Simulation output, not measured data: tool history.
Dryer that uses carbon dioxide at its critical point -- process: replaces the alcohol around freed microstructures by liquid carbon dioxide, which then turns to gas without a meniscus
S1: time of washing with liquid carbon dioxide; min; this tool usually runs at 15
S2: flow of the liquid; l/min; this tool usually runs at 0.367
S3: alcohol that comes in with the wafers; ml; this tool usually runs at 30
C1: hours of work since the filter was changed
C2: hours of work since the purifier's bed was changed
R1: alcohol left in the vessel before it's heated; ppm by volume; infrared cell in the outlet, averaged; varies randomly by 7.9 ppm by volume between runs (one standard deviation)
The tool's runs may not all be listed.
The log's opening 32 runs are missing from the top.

run 33 day=30.138 | S1=9 S2=0.367 S3=52 | C1=257 C2=552 | R1=4818
run 34 day=31.333 | S1=18 S2=0.341 S3=61 | C1=266 C2=561 | R1=768
run 35 day=32.404 | S1=18 S2=0.367 S3=30 | C1=274 C2=569 | R1=332
run 36 day=33.033 | S1=18 S2=0.367 S3=30 | C1=279 C2=574 | R1=329
run 37 day=33.975 | S1=18 S2=0.602 S3=74 | C1=286 C2=581 | R1=112
run 38 day=35.329 | S1=18 S2=0.602 S3=74 | C1=296 C2=591 | R1=117
run 39 day=36.221 | S1=19 S2=0.426 S3=36 | C1=303 C2=598 | R1=193
run 40 day=37.046 | S1=19 S2=0.426 S3=94 | C1=309 C2=604 | R1=364
run 41 day=38.038 | S1=19 S2=0.426 S3=94 | C1=317 C2=612 | R1=360
run 42 day=39.258 | S1=10 S2=0.365 S3=37 | C1=326 C2=621 | R1=2739
run 43 day=40.283 | S1=13 S2=0.546 S3=21 | C1=334 C2=629 | R1=231
run 44 day=40.858 | S1=19 S2=0.35 S3=30 | C1=338 C2=633 | R1=361
run 45 day=41.717 | S1=21 S2=0.391 S3=65 | C1=345 C2=639 | R1=270

What if the next run were any one of these 3? Each begins from the tool's condition after run 45:
run A day=42.933 | S1=11 S2=0.361 S3=21 | C1=354 C2=649 | R1=?
run B day=42.933 | S1=15 S2=0.327 S3=26 | C1=354 C2=649 | R1=?
run C day=42.933 | S1=16 S2=0.391 S3=65 | C1=354 C2=649 | R1=?

run=A R1=1316
run=B R1=841
run=C R1=868
With no hidden state in the tool, these same runs would have given:
run=A R1=923
run=B R1=531
run=C R1=499
